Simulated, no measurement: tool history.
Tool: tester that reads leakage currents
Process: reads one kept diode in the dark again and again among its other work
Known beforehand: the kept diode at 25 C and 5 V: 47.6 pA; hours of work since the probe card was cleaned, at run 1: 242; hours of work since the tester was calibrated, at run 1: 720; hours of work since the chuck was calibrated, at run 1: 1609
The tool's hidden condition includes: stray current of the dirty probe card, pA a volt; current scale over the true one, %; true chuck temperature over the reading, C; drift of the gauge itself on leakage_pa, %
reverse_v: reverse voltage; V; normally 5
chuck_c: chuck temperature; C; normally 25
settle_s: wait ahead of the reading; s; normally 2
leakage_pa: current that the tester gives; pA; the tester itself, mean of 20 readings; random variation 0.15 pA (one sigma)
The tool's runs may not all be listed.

| run | day | reverse_v | chuck_c | settle_s | hours of work since the probe card was cleaned | hours of work since the tester was calibrated | hours of work since the chuck was calibrated | leakage_pa |
|---|---|---|---|---|---|---|---|---|
| 1 | 0 | 5 | 25 | 2 | 242 | 720 | 1609 | 52.45 |
| 2 | 2.362 | 5 | 25 | 2 | 287 | 765 | 1654 | 52.46 |
| 3 | 5.5 | 5 | 25 | 2 | 346 | 824 | 1713 | 52.59 |
| 4 | 7.4 | 5 | 25 | 2 | 382 | 861 | 1750 | 52.69 |
| 5 | 9.338 | 5 | 25 | 7.87 | 419 | 897 | 1786 | 53.05 |
| 6 | 12.829 | 4.59 | 25 | 2 | 486 | 964 | 1853 | 51.69 |
|  | 16.158 | chuck's temperature calibrated |
| 7 | 16.379 | 5 | 25 | 2 | 551 | 1030 | 4 | 48.49 |
| 8 | 18.996 | 5 | 25 | 2 | 601 | 1079 | 54 | 48.65 |
| 9 | 21.317 | 5 | 25 | 0.34 | 645 | 1123 | 98 | 50.09 |
| 10 | 23.388 | 5 | 25 | 0.34 | 685 | 1163 | 137 | 50.34 |
| 11 | 25.008 | 5 | 25 | 0.34 | 715 | 1194 | 168 | 50.11 |
| 12 | 28 | 5 | 25 | 0.34 | 772 | 1251 | 225 | 50.41 |
| 13 | 30.679 | 5 | 25 | 0.34 | 823 | 1301 | 276 | 50.57 |
| 14 | 32.675 | 5 | 25 | 0.44 | 861 | 1339 | 314 | 50.24 |
| 15 | 36.046 | 5 | 25 | 3.32 | 925 | 1403 | 378 | 49.9 |
| 16 | 38.617 | 5 | 25 | 3.32 | 974 | 1452 | 427 | 49.86 |
|  | 38.983 | probe card cleaned and baked |
| 17 | 40.688 | 5 | 58 | 2 | 32 | 1489 | 464 | 453.74 |
| 18 | 43.821 | 5 | 27 | 0.51 | 92 | 1549 | 523 | 58.9 |
| 19 | 46.65 | 3.09 | 25 | 0.36 | 146 | 1603 | 577 | 43.21 |
| 20 | 48.692 | 3.09 | 25 | 0.36 | 185 | 1641 | 616 | 43.29 |
| 21 | 50.821 | 3.09 | 25 | 0.42 | 225 | 1682 | 656 | 43.29 |
| 22 | 53.529 | 6.33 | 29 | 0.9 | 276 | 1733 | 708 | 74.13 |
| 23 | 56.592 | 6.33 | 29 | 0.9 | 335 | 1792 | 766 | 74.84 |
| 24 | 58.942 | 7.37 | 25 | 2 | 379 | 1836 | 811 | 59.56 |
|  | 59.4 | probe card cleaned and baked, once more |
| 25 | 61.058 | 3.38 | 43 | 1.75 | 32 | 1874 | 849 | 155.79 |
| 26 | 63.267 | 3.38 | 43 | 1.75 | 74 | 1916 | 891 | 155.59 |
| 27 | 64.85 | 1.6 | 39 | 0.33 | 104 | 1946 | 921 | 91.91 |

Below, each run's measurement less what the same run would have read without the hidden state. Both values contain the same run-to-run variation, but the gauge's scatter may not be the same in both:
| run | leakage_pa |
|---|---|
| 1 | +4.48 |
| 2 | +4.62 |
| 3 | +4.81 |
| 4 | +4.93 |
| 5 | +5.08 |
| 6 | +5.11 |
| 7 | +0.69 |
| 8 | +0.84 |
| 9 | +0.99 |
| 10 | +1.11 |
| 11 | +1.2 |
| 12 | +1.36 |
| 13 | +1.53 |
| 14 | +1.64 |
| 15 | +1.85 |
| 16 | +1.98 |
| 17 | +11.1 |
| 18 | +2.73 |
| 19 | +2.02 |
| 20 | +2.1 |
| 21 | +2.2 |
| 22 | +4.18 |
| 23 | +4.45 |
| 24 | +4.33 |
| 25 | +6.25 |
| 26 | +6.51 |
| 27 | +4.02 |
